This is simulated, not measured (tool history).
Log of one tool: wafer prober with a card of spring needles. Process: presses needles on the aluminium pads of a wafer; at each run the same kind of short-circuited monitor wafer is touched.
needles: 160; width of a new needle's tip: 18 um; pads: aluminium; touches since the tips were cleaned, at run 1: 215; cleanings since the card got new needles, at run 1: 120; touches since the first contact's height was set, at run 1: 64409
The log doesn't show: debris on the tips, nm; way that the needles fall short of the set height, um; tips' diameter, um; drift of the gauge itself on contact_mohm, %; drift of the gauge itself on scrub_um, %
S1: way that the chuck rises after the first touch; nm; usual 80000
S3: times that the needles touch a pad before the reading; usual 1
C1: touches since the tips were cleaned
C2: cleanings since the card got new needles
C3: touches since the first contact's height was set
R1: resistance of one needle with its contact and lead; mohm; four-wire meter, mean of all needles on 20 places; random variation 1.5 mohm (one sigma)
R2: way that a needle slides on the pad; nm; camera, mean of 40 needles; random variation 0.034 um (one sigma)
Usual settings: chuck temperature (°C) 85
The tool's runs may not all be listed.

run 1 day=0.000 | S1=80000 chuck_temperature_(°C)=85 S3=1 | C1=215 C2=120 C3=64409 | R1=139 R2=16050
-- day=0.258 tips cleaned on abrasive film
-- day=0.583 tips cleaned on abrasive film
-- day=0.842 tips cleaned on abrasive film
-- day=1.162 tips cleaned on abrasive film
-- day=1.483 tips cleaned on abrasive film
-- day=1.808 tips cleaned on abrasive film
-- day=2.129 tips cleaned on abrasive film
run 2 day=2.338 | S1=80000 chuck_temperature_(°C)=85 S3=1 | C1=2781 C2=127 C3=95436 | R1=165 R2=15760
-- day=2.404 tips cleaned on abrasive film
-- day=2.662 tips cleaned on abrasive film
-- day=2.921 tips cleaned on abrasive film
-- day=3.246 tips cleaned on abrasive film
-- day=3.567 tips cleaned on abrasive film
-- day=3.888 tips cleaned on abrasive film
run 3 day=4.004 | S1=80000 chuck_temperature_(°C)=85 S3=2 | C1=1571 C2=133 C3=117550 | R1=150 R2=15710
-- day=4.200 tips cleaned on abrasive film
-- day=4.525 tips cleaned on abrasive film
-- day=4.846 tips cleaned on abrasive film
-- day=5.104 tips cleaned on abrasive film
-- day=5.308 height of the first contact set anew
-- day=5.375 tips cleaned on abrasive film
-- day=5.700 tips cleaned on abrasive film
-- day=6.021 tips cleaned on abrasive film
run 4 day=6.121 | S1=80000 chuck_temperature_(°C)=85 S3=1 | C1=1328 C2=140 C3=10744 | R1=155 R2=16350
-- day=6.317 tips cleaned on abrasive film
-- day=6.575 tips cleaned on abrasive film
-- day=6.833 tips cleaned on abrasive film
-- day=7.154 tips cleaned on abrasive film
-- day=7.412 tips cleaned on abrasive film
-- day=7.671 tips cleaned on abrasive film
-- day=7.996 tips cleaned on abrasive film
-- day=8.254 tips cleaned on abrasive film
-- day=8.512 tips cleaned on abrasive film
run 5 day=8.554 | S1=80000 chuck_temperature_(°C)=85 S3=1 | C1=576 C2=149 C3=42989 | R1=147 R2=16170
-- day=8.812 tips cleaned on abrasive film
-- day=9.071 tips cleaned on abrasive film
-- day=9.396 tips cleaned on abrasive film
-- day=9.717 tips cleaned on abrasive film
run 6 day=9.838 | S1=80000 chuck_temperature_(°C)=94 S3=1 | C1=1639 C2=153 C3=60036 | R1=164 R2=16030
-- day=10.033 tips cleaned on abrasive film
-- day=10.292 tips cleaned on abrasive film
-- day=10.550 tips cleaned on abrasive film
-- day=10.875 tips cleaned on abrasive film
-- day=11.196 tips cleaned on abrasive film
-- day=11.454 tips cleaned on abrasive film
-- day=11.779 tips cleaned on abrasive film
-- day=12.038 tips cleaned on abrasive film
run 7 day=12.050 | S1=83000 chuck_temperature_(°C)=65 S3=2 | C1=186 C2=161 C3=89324 | R1=135 R2=16480
-- day=12.308 tips cleaned on abrasive film
-- day=12.567 tips cleaned on abrasive film
-- day=12.825 tips cleaned on abrasive film
-- day=13.150 tips cleaned on abrasive film
-- day=13.425 tips cleaned on abrasive film
run 8 day=13.425 | S1=89000 chuck_temperature_(°C)=78 S3=3 | C1=0 C2=166 C3=107532 | R1=135 R2=17630

The next listed run, before its measurement:
-- day=13.746 tips cleaned on abrasive film
-- day=14.071 tips cleaned on abrasive film
-- day=14.392 tips cleaned on abrasive film
-- day=14.717 tips cleaned on abrasive film
-- day=15.038 tips cleaned on abrasive film
-- day=15.333 tips cleaned on abrasive film
run 9 day=15.333 | S1=80000 chuck_temperature_(°C)=63 S3=2 | C1=0 C2=172 C3=132838 | R1=? R2=?

{"run 9": {"R1": 135, "R2": 15600}}
Without the tool's hidden state the same run would have given R1 128 mohm, R2 16370 nm.

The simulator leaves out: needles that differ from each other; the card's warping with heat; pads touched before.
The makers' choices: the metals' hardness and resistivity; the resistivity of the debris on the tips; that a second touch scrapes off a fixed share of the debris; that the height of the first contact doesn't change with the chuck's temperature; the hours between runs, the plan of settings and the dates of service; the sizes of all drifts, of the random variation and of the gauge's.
